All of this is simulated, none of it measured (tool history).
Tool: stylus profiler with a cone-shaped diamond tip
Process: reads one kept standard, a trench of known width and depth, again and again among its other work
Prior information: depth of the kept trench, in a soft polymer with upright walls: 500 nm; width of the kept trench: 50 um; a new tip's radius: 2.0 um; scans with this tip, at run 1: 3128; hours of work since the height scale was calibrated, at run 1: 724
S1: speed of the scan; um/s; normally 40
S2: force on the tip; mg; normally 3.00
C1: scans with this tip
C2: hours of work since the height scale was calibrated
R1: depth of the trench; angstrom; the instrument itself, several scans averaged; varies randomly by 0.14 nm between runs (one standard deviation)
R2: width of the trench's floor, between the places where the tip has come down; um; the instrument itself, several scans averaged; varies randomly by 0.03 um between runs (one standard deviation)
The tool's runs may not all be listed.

run 1 day=0.000 | S1=40 S2=3.00 | C1=3128 C2=724 | R1=5092.7 R2=47.15
run 2 day=1.362 | S1=40 S2=3.00 | C1=3229 C2=747 | R1=5090.0 R2=47.11
run 3 day=2.471 | S1=40 S2=3.00 | C1=3311 C2=766 | R1=5091.4 R2=47.14
run 4 day=3.167 | S1=40 S2=3.00 | C1=3362 C2=778 | R1=5092.1 R2=47.12
run 5 day=4.192 | S1=40 S2=5.23 | C1=3438 C2=796 | R1=5125.6 R2=47.14
run 6 day=5.596 | S1=40 S2=5.23 | C1=3541 C2=820 | R1=5127.0 R2=47.16
run 7 day=6.821 | S1=40 S2=5.23 | C1=3632 C2=840 | R1=5127.0 R2=47.15
run 8 day=7.500 | S1=40 S2=5.23 | C1=3682 C2=852 | R1=5123.3 R2=47.07
run 9 day=8.354 | S1=40 S2=5.23 | C1=3745 C2=867 | R1=5126.8 R2=47.12
run 10 day=9.100 | S1=40 S2=5.23 | C1=3800 C2=879 | R1=5127.7 R2=47.14
run 11 day=9.858 | S1=40 S2=5.23 | C1=3856 C2=892 | R1=5130.8 R2=47.09
run 12 day=11.162 | S1=40 S2=5.23 | C1=3952 C2=915 | R1=5126.0 R2=47.08
run 13 day=12.425 | S1=40 S2=5.23 | C1=4045 C2=936 | R1=5128.3 R2=47.11
run 14 day=13.083 | S1=40 S2=3.00 | C1=4094 C2=947 | R1=5095.4 R2=47.09
run 15 day=14.379 | S1=40 S2=3.00 | C1=4189 C2=970 | R1=5097.5 R2=47.09
run 16 day=15.133 | S1=40 S2=3.00 | C1=4245 C2=982 | R1=5094.1 R2=47.08
run 17 day=16.433 | S1=40 S2=3.00 | C1=4341 C2=1005 | R1=5097.5 R2=47.16
run 18 day=17.412 | S1=135 S2=3.00 | C1=4413 C2=1021 | R1=5100.2 R2=46.90
run 19 day=18.592 | S1=135 S2=3.00 | C1=4500 C2=1041 | R1=5099.3 R2=46.91
run 20 day=19.392 | S1=135 S2=3.00 | C1=4559 C2=1055 | R1=5099.6 R2=46.89
run 21 day=20.358 | S1=135 S2=3.00 | C1=4631 C2=1072 | R1=5100.0 R2=46.95
run 22 day=21.650 | S1=16 S2=3.00 | C1=4726 C2=1094 | R1=5101.6 R2=47.07
run 23 day=22.975 | S1=16 S2=3.00 | C1=4824 C2=1116 | R1=5103.6 R2=47.08
run 24 day=23.788 | S1=54 S2=2.91 | C1=4884 C2=1130 | R1=5099.7 R2=47.05
run 25 day=24.754 | S1=62 S2=2.91 | C1=4955 C2=1147 | R1=5101.0 R2=46.98
run 26 day=25.829 | S1=24 S2=3.32 | C1=5034 C2=1165 | R1=5107.9 R2=47.05
run 27 day=27.104 | S1=42 S2=1.06 | C1=5128 C2=1187 | R1=5068.6 R2=47.06
run 28 day=28.492 | S1=10 S2=3.76 | C1=5231 C2=1211 | R1=5114.4 R2=47.16
run 29 day=29.446 | S1=10 S2=3.76 | C1=5301 C2=1227 | R1=5115.5 R2=47.14
run 30 day=30.533 | S1=25 S2=1.55 | C1=5381 C2=1245 | R1=5077.5 R2=47.06
run 31 day=31.596 | S1=119 S2=3.72 | C1=5460 C2=1264 | R1=5113.6 R2=46.98
run 32 day=32.442 | S1=119 S2=3.72 | C1=5522 C2=1278 | R1=5116.2 R2=46.96
run 33 day=33.883 | S1=21 S2=3.72 | C1=5629 C2=1303 | R1=5118.6 R2=47.10
run 34 day=34.696 | S1=21 S2=2.15 | C1=5689 C2=1316 | R1=5091.8 R2=47.09
run 35 day=35.838 | S1=21 S2=2.15 | C1=5773 C2=1336 | R1=5093.8 R2=47.05
run 36 day=36.733 | S1=70 S2=1.65 | C1=5839 C2=1351 | R1=5081.1 R2=46.93
run 37 day=37.408 | S1=70 S2=1.65 | C1=5889 C2=1363 | R1=5083.9 R2=47.02
run 38 day=38.742 | S1=40 S2=1.23 | C1=5987 C2=1386 | R1=5075.0 R2=47.02
run 39 day=40.304 | S1=40 S2=1.23 | C1=6103 C2=1412 | R1=5077.4 R2=46.96
run 40 day=41.821 | S1=34 S2=2.03 | C1=6214 C2=1438 | R1=5094.0 R2=47.06
run 41 day=43.308 | S1=13 S2=2.74 | C1=6324 C2=1464 | R1=5105.2 R2=47.06
run 42 day=44.371 | S1=13 S2=2.74 | C1=6403 C2=1482 | R1=5104.4 R2=47.07
run 43 day=45.329 | S1=71 S2=1.59 | C1=6473 C2=1498 | R1=5086.6 R2=46.86
run 44 day=46.138 | S1=71 S2=1.59 | C1=6533 C2=1512 | R1=5086.8 R2=46.93
run 45 day=47.004 | S1=12 S2=7.76 | C1=6597 C2=1527 | R1=5176.5 R2=47.11
run 46 day=47.912 | S1=12 S2=7.76 | C1=6664 C2=1542 | R1=5177.9 R2=47.06

4 ways to go on from here, each from the tool as it stands after run 46. What would each give?
run A day=49.338 | S1=30 S2=6.60 | C1=6769 C2=1567 | R1=? R2=?
run B day=49.338 | S1=40 S2=7.69 | C1=6769 C2=1567 | R1=? R2=?
run C day=49.338 | S1=42 S2=2.31 | C1=6769 C2=1567 | R1=? R2=?
run D day=49.338 | S1=37 S2=3.00 | C1=6769 C2=1567 | R1=? R2=?

run=A R1=5164.7 R2=47.05
run=B R1=5175.3 R2=47.05
run=C R1=5099.5 R2=47.02
run=D R1=5114.7 R2=47.00
Stripped of hidden state, with their random variation kept, the same runs would have yielded:
run=A R1=5124.2 R2=47.33
run=B R1=5134.7 R2=47.33
run=C R1=5059.5 R2=47.30
run=D R1=5074.5 R2=47.28

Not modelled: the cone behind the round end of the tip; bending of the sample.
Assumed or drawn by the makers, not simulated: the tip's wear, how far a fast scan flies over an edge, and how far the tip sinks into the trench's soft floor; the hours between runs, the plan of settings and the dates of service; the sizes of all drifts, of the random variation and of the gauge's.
